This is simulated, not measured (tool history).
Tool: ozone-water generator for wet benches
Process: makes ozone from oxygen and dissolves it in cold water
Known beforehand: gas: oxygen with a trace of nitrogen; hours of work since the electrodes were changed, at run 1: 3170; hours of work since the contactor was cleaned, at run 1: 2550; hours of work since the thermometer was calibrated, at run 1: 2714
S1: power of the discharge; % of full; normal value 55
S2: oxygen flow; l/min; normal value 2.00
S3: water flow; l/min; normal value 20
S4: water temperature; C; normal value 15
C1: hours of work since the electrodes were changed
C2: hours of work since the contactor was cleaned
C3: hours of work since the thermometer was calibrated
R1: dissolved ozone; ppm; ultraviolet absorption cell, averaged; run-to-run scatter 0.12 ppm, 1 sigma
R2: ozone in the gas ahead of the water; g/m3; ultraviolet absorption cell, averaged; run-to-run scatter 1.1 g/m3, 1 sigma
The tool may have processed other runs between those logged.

{"run": 1, "hour": 0.0, "S1": 55, "S2": 2.0, "S3": 20, "S4": 15, "C1": 3170, "C2": 2550, "C3": 2714, "R1": 11.4, "R2": 204.5}
{"run": 2, "hour": 147.4, "S1": 55, "S2": 2.0, "S3": 20, "S4": 15, "C1": 3261, "C2": 2641, "C3": 2805, "R1": 11.2, "R2": 207.0}
{"hour": 243.0, "done": "water thermometer calibrated"}
{"run": 3, "hour": 289.1, "S1": 55, "S2": 3.08, "S3": 20, "S4": 15, "C1": 3348, "C2": 2728, "C3": 28, "R1": 12.2, "R2": 162.1}
{"run": 4, "hour": 453.1, "S1": 55, "S2": 3.08, "S3": 20, "S4": 15, "C1": 3448, "C2": 2828, "C3": 129, "R1": 12.4, "R2": 161.7}
{"hour": 566.0, "done": "contactor cleaned"}
{"run": 5, "hour": 619.2, "S1": 55, "S2": 2.0, "S3": 20, "S4": 15, "C1": 3548, "C2": 33, "C3": 229, "R1": 11.3, "R2": 203.1}
{"run": 6, "hour": 752.1, "S1": 55, "S2": 2.0, "S3": 20, "S4": 15, "C1": 3630, "C2": 114, "C3": 310, "R1": 11.5, "R2": 203.9}
{"run": 7, "hour": 830.3, "S1": 55, "S2": 2.0, "S3": 20, "S4": 15, "C1": 3678, "C2": 162, "C3": 358, "R1": 11.6, "R2": 204.0}
{"run": 8, "hour": 906.3, "S1": 55, "S2": 2.0, "S3": 20, "S4": 15, "C1": 3724, "C2": 209, "C3": 405, "R1": 11.5, "R2": 203.5}
{"run": 9, "hour": 1040.4, "S1": 55, "S2": 2.0, "S3": 20, "S4": 9, "C1": 3807, "C2": 291, "C3": 487, "R1": 11.9, "R2": 203.8}
{"run": 10, "hour": 1144.9, "S1": 55, "S2": 2.0, "S3": 30, "S4": 15, "C1": 3871, "C2": 356, "C3": 552, "R1": 7.0, "R2": 203.7}
{"run": 11, "hour": 1289.2, "S1": 55, "S2": 2.0, "S3": 30, "S4": 15, "C1": 3960, "C2": 444, "C3": 640, "R1": 6.9, "R2": 203.2}
{"run": 12, "hour": 1453.1, "S1": 55, "S2": 2.0, "S3": 30, "S4": 9, "C1": 4060, "C2": 545, "C3": 741, "R1": 7.0, "R2": 201.6}
{"run": 13, "hour": 1539.0, "S1": 91, "S2": 2.0, "S3": 20, "S4": 15, "C1": 4113, "C2": 598, "C3": 794, "R1": 16.3, "R2": 289.4}
{"run": 14, "hour": 1626.3, "S1": 91, "S2": 2.0, "S3": 20, "S4": 15, "C1": 4167, "C2": 651, "C3": 847, "R1": 16.5, "R2": 289.5}
{"run": 15, "hour": 1722.7, "S1": 55, "S2": 2.0, "S3": 20, "S4": 15, "C1": 4226, "C2": 711, "C3": 907, "R1": 11.6, "R2": 202.3}
{"hour": 1781.4, "done": "gauge calibrated"}
{"run": 16, "hour": 1826.7, "S1": 55, "S2": 2.0, "S3": 20, "S4": 15, "C1": 4290, "C2": 774, "C3": 970, "R1": 11.5, "R2": 206.1}
{"run": 17, "hour": 1927.9, "S1": 83, "S2": 1.45, "S3": 20, "S4": 15, "C1": 4352, "C2": 837, "C3": 1033, "R1": 14.4, "R2": 332.4}
{"run": 18, "hour": 2035.9, "S1": 77, "S2": 1.77, "S3": 18, "S4": 14, "C1": 4418, "C2": 903, "C3": 1099, "R1": 16.1, "R2": 280.5}
{"run": 19, "hour": 2118.2, "S1": 55, "S2": 3.38, "S3": 20, "S4": 17, "C1": 4469, "C2": 954, "C3": 1149, "R1": 12.3, "R2": 153.0}
{"run": 20, "hour": 2222.4, "S1": 62, "S2": 1.91, "S3": 32, "S4": 8, "C1": 4533, "C2": 1018, "C3": 1214, "R1": 7.1, "R2": 227.6}
{"run": 21, "hour": 2307.1, "S1": 75, "S2": 3.02, "S3": 20, "S4": 15, "C1": 4585, "C2": 1070, "C3": 1266, "R1": 15.4, "R2": 200.9}
{"run": 22, "hour": 2430.3, "S1": 76, "S2": 2.96, "S3": 17, "S4": 10, "C1": 4661, "C2": 1145, "C3": 1341, "R1": 19.2, "R2": 205.4}
{"run": 23, "hour": 2591.6, "S1": 84, "S2": 3.39, "S3": 20, "S4": 15, "C1": 4760, "C2": 1244, "C3": 1440, "R1": 16.9, "R2": 207.4}
{"run": 24, "hour": 2681.8, "S1": 55, "S2": 1.39, "S3": 29, "S4": 15, "C1": 4815, "C2": 1300, "C3": 1496, "R1": 6.5, "R2": 249.8}
{"run": 25, "hour": 2762.8, "S1": 55, "S2": 1.39, "S3": 29, "S4": 21, "C1": 4865, "C2": 1350, "C3": 1546, "R1": 6.5, "R2": 247.8}
{"run": 26, "hour": 2834.0, "S1": 55, "S2": 1.39, "S3": 29, "S4": 21, "C1": 4909, "C2": 1393, "C3": 1589, "R1": 6.2, "R2": 251.0}
{"run": 27, "hour": 2948.4, "S1": 55, "S2": 1.39, "S3": 29, "S4": 21, "C1": 4979, "C2": 1464, "C3": 1660, "R1": 6.1, "R2": 249.3}
{"run": 28, "hour": 3041.6, "S1": 67, "S2": 2.25, "S3": 12, "S4": 15, "C1": 5036, "C2": 1521, "C3": 1717, "R1": 23.0, "R2": 217.6}
{"run": 29, "hour": 3120.3, "S1": 67, "S2": 2.03, "S3": 12, "S4": 15, "C1": 5084, "C2": 1569, "C3": 1765, "R1": 22.9, "R2": 232.9}

Hidden condition of the tool, last listed run before each entry between runs versus first listed run after:
Between runs 2 and 3: water thermometer calibrated (hour 243.0)
  drift of the gauge itself on gas_g_m3, %: -0.23 -> -0.46
  measured result minus the result with no hidden state, R2: -0.8 -> -1.0 g/m3
Between runs 4 and 5: contactor cleaned (hour 566.0)
  contactor's efficiency, % of a clean one's: 99.9 -> 100; drift of the gauge itself on gas_g_m3, %: -0.72 -> -0.98
  measured result minus the result with no hidden state, R2: -1.4 -> -2.4 g/m3
Between runs 15 and 16: gauge calibrated (hour 1781.4)
  drift of the gauge itself on gas_g_m3, %: -2.74 -> -0.07
  measured result minus the result with no hidden state, R2: -6.1 -> -0.5 g/m3
